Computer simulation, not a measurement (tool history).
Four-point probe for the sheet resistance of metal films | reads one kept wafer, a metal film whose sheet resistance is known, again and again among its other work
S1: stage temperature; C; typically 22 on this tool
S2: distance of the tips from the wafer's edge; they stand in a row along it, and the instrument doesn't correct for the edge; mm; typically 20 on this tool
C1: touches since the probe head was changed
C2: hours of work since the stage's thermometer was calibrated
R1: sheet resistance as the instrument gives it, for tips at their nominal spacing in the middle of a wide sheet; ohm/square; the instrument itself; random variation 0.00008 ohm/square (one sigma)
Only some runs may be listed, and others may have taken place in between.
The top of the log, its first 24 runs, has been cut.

run	hour	S1	S2	C1	C2	R1
25	2055.5	21	47	2519	839	0.398195
26	2150.8	21	47	4998	912	0.398251
27	2247.3	21	47	7508	987	0.398010
28	2317.0	22	14	9320	1041	0.398155
29	2423.7	22	14	12097	1124	0.398012
30	2505.0	22	14	14211	1186	0.398021
31	2559.6	22	14	15630	1229	0.397920
32	2618.9	29	9	17173	1275	0.397995
33	2726.9	22	42	19981	1358	0.397310
34	2808.3	22	29	22100	1421	0.397225
35	2862.8	22	12	23517	1463	0.397573
36	2930.6	22	14	25280	1516	0.397376
37	3024.8	33	7	27730	1589	0.397727
38	3135.0	24	24	30595	1674	0.396487
39	3211.6	21	9	32590	1733	0.397507
40	3309.3	18	34	35129	1809	0.396536
41	3367.8	27	4	36650	1854	0.401104
42	3420.4	27	4	38020	1895	0.401102
43	3472.2	26	15	39365	1935	0.396212
44	3548.8	34	20	41360	1994	0.395306

Branching from run 44: 4 alternative next runs. What would each branch give?
A	3598.7	27	11	42656	2032	?
B	3598.7	34	20	42656	2032	?
C	3598.7	22	6	42656	2032	?
D	3598.7	34	4	42656	2032	?

run	R1
A	0.396212
B	0.395190
C	0.398169
D	0.400269
With no hidden state in the tool, these same runs would have given:
run	R1
A	0.400064
B	0.399044
C	0.402031
D	0.404168
